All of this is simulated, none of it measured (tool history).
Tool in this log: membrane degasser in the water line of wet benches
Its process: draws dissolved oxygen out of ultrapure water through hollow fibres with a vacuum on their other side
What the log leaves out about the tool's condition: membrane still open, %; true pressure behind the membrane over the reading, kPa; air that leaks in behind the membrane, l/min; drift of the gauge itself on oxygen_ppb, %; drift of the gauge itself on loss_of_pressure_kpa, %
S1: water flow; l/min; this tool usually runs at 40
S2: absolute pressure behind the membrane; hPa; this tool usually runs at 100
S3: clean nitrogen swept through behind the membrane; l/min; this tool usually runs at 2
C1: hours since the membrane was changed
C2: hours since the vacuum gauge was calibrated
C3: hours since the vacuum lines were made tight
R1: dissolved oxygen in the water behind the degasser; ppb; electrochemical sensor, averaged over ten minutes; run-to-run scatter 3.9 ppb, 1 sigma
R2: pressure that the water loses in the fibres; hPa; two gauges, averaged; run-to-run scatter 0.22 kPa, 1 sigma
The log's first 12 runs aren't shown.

run    hour  S1   S2    S3    C1    C2    C3      R1     R2
 13  1050.7  53  100     2  1097  6961  6039   558.5  708.9
 14    1135  40  100  4.19  1181  7046  6123     262  534.7
 15  1220.5  40  100  2.53  1267  7131  6208   353.6  533.9
 16  1287.6  44  100     2  1334  7198  6276   455.1  589.4
 17  1368.1  36   72  0.99  1415  7279  6356   389.6  481.7
 18  1438.3  36   72  0.99  1485  7349  6426   391.5  478.3
 19  1545.5  36   72  0.99  1592  7456  6533   391.2  480.8
 20  1655.6  36   72  5.16  1702  7566  6644   160.5  480.4
 21  1717.1  36   72  5.16  1763  7628  6705   161.1  481.1
     1780.2  -- vacuum gauge calibrated
 22  1803.3  36   72  5.16  1849    23  6791     156  485.5
 23  1861.2  36  123  5.16  1907    81  6849   240.2  486.8
 24  1929.2  36  123  5.16  1975   149  6917   242.5    484
 25    1987  52  160  3.09  2033   207  6975   620.8  696.2
 26  2060.8  52  160  3.09  2107   281  7048   627.5  695.8
 27  2143.7  52  160  1.35  2190   364  7131  1066.7  697.1
 28  2255.3  62  123  3.49  2301   475  7243   580.5  834.5
 29    2360  42  115  1.25  2406   580  7348     663  565.4
 30    2462  26   82     2  2508   682  7449   196.2  352.5
 31    2532  58  107  1.57  2578   752  7519     724  786.3

Forecast each of these 3 alternatives for the next run:
  A  2642.8  59  107  1.56  2689  863  7630   ?   ?
  B  2642.8  54  225  1.57  2689  863  7630   ?   ?
  C  2642.8  44  196  0.95  2689  863  7630   ?   ?

run      R1     R2
  A   757.6  800.3
  B  1367.5    730
  C  1394.9  593.6
Without the tool's hidden state the same runs would have given:
run      R1     R2
  A   740.3  782.9
  B  1352.3  714.2
  C    1384  580.8
